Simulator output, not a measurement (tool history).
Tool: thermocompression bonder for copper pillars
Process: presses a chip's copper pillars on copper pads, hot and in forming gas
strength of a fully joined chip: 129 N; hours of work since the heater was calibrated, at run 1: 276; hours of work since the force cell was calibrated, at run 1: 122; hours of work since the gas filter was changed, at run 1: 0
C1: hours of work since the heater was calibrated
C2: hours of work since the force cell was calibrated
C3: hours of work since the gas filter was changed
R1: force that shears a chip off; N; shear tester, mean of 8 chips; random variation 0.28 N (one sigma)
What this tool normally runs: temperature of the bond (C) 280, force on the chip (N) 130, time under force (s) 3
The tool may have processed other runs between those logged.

Run 1, hour 0: usual settings; C1 276; C2 122; C3 0. Result: R1 60.5 N.
Run 2, hour 49.9: usual settings; C1 305; C2 151; C3 29. Result: R1 60.1 N.
Run 3, hour 107.7: usual settings but force on the chip (N) 89; C1 338; C2 184; C3 62. Result: R1 40.4 N.
Run 4, hour 145.3: usual settings but force on the chip (N) 89; C1 360; C2 205; C3 83. Result: R1 40.5 N.
Run 5, hour 179: usual settings; C1 379; C2 225; C3 103. Result: R1 60.2 N.
Run 6, hour 239.7: usual settings but temperature of the bond (C) 256; C1 414; C2 259; C3 137. Result: R1 41.9 N.
Run 7, hour 280: usual settings but time under force (s) 6; C1 437; C2 283; C3 161. Result: R1 74.7 N.
Run 8, hour 336.7: usual settings but time under force (s) 6; C1 469; C2 315; C3 193. Result: R1 75.2 N.
Run 9, hour 380.8: usual settings but time under force (s) 6; C1 495; C2 340; C3 218. Result: R1 74.8 N.
At hour 449.3: forming gas filter changed.
Run 10, hour 449.3: usual settings but force on the chip (N) 118, time under force (s) 6; C1 534; C2 379; C3 0. Result: R1 70.8 N.
Run 11, hour 515.9: usual settings; C1 572; C2 418; C3 38. Result: R1 60.4 N.
Run 12, hour 544: usual settings; C1 588; C2 434; C3 54. Result: R1 60.6 N.
Run 13, hour 609.2: usual settings but force on the chip (N) 82; C1 625; C2 471; C3 92. Result: R1 37.2 N.
Run 14, hour 677: usual settings but force on the chip (N) 82, time under force (s) 2; C1 664; C2 510; C3 131. Result: R1 30.8 N.
Run 15, hour 737.3: usual settings but force on the chip (N) 82, time under force (s) 2; C1 699; C2 545; C3 165. Result: R1 30.9 N.
Run 16, hour 787.5: usual settings; C1 728; C2 573; C3 194. Result: R1 59.2 N.
Run 17, hour 843: usual settings; C1 759; C2 605; C3 226. Result: R1 59.1 N.
Run 18, hour 873.7: usual settings; C1 777; C2 623; C3 243. Result: R1 58.8 N.
At hour 901.6: forming gas filter changed.
Run 19, hour 934.2: usual settings; C1 812; C2 657; C3 19. Result: R1 60.8 N.
Run 20, hour 982.4: usual settings; C1 839; C2 685; C3 46. Result: R1 61.1 N.
Run 21, hour 1012.5: usual settings; C1 856; C2 702; C3 64. Result: R1 60.5 N.
Run 22, hour 1077.3: usual settings but temperature of the bond (C) 276, force on the chip (N) 109, time under force (s) 4; C1 894; C2 739; C3 101. Result: R1 53.8 N.
Run 23, hour 1140.7: usual settings but temperature of the bond (C) 287, force on the chip (N) 139, time under force (s) 5; C1 930; C2 776; C3 137. Result: R1 81.7 N.
Run 24, hour 1189.1: usual settings but temperature of the bond (C) 254, force on the chip (N) 82, time under force (s) 4; C1 958; C2 804; C3 165. Result: R1 27.2 N.
Run 25, hour 1229.6: usual settings but force on the chip (N) 115; C1 981; C2 827; C3 188. Result: R1 53.1 N.
Run 26, hour 1284.4: usual settings but temperature of the bond (C) 307, force on the chip (N) 81, time under force (s) 4; C1 1012; C2 858; C3 220. Result: R1 58.6 N.
Run 27, hour 1341.4: usual settings but temperature of the bond (C) 307, force on the chip (N) 81, time under force (s) 4; C1 1045; C2 891; C3 252. Result: R1 58.1 N.
At hour 1350.4: forming gas filter changed.
Run 28, hour 1401.6: usual settings but temperature of the bond (C) 288, time under force (s) 2; C1 1079; C2 925; C3 29. Result: R1 57.8 N.
Run 29, hour 1430.5: usual settings but temperature of the bond (C) 274, force on the chip (N) 113, time under force (s) 8; C1 1096; C2 942; C3 46. Result: R1 69.7 N.
Run 30, hour 1474.4: usual settings but temperature of the bond (C) 274, force on the chip (N) 189, time under force (s) 5; C1 1121; C2 967; C3 71. Result: R1 90.4 N.
Run 31, hour 1512.5: usual settings but temperature of the bond (C) 306, force on the chip (N) 94, time under force (s) 5; C1 1143; C2 989; C3 93. Result: R1 72.6 N.
Run 32, hour 1579.2: usual settings but temperature of the bond (C) 303, force on the chip (N) 94, time under force (s) 5; C1 1181; C2 1027; C3 131. Result: R1 70.4 N.
Run 33, hour 1633.4: usual settings but temperature of the bond (C) 303, force on the chip (N) 132, time under force (s) 2; C1 1212; C2 1058; C3 162. Result: R1 69.8 N.
Run 34, hour 1683.4: usual settings but temperature of the bond (C) 258, force on the chip (N) 121, time under force (s) 2; C1 1241; C2 1087; C3 191. Result: R1 34.3 N.
Run 35, hour 1734.5: usual settings but temperature of the bond (C) 272, force on the chip (N) 105, time under force (s) 8; C1 1270; C2 1116; C3 220. Result: R1 62.5 N.
Run 36, hour 1775.6: usual settings but temperature of the bond (C) 270, force on the chip (N) 105, time under force (s) 5; C1 1294; C2 1140; C3 244. Result: R1 51.5 N.
At hour 1799.1: forming gas filter changed.
Run 37, hour 1829.8: usual settings but temperature of the bond (C) 308, force on the chip (N) 81; C1 1325; C2 1170; C3 18. Result: R1 54.7 N.
Run 38, hour 1884.4: usual settings but force on the chip (N) 179; C1 1356; C2 1202; C3 49. Result: R1 81.3 N.
Run 39, hour 1941.9: usual settings but temperature of the bond (C) 272, force on the chip (N) 93, time under force (s) 8; C1 1389; C2 1235; C3 82. Result: R1 56.4 N.
Run 40, hour 1983.2: usual settings but time under force (s) 5; C1 1413; C2 1258; C3 106. Result: R1 72.6 N.

Results for each run, recomputed without the tool's hidden state and with each run's random variation untouched:
Unlogged tool condition in this case: true temperature of the bond over the reading, C; force that reaches the chip, % of what is set; oxide that the forming gas leaves, % of the face; drift of the gauge itself on shear_n, %.
run    R1
  1  59.9
  2  59.6
  3    40
  4  40.3
  5  60.1
  6  41.7
  7  75.1
  8  75.8
  9  75.6
 10  69.7
 11  59.6
 12  59.8
 13  36.7
 14  30.5
 15  30.7
 16  59.3
 17  59.3
 18  59.1
 19  59.6
 20    60
 21  59.6
 22    53
 23  81.4
 24  26.6
 25  52.9
 26  58.8
 27  58.5
 28  56.6
 29  68.2
 30  89.3
 31  71.9
 32  69.9
 33  69.5
 34  33.6
 35    62
 36  51.1
 37  53.5
 38  79.7
 39    55
 40  71.4
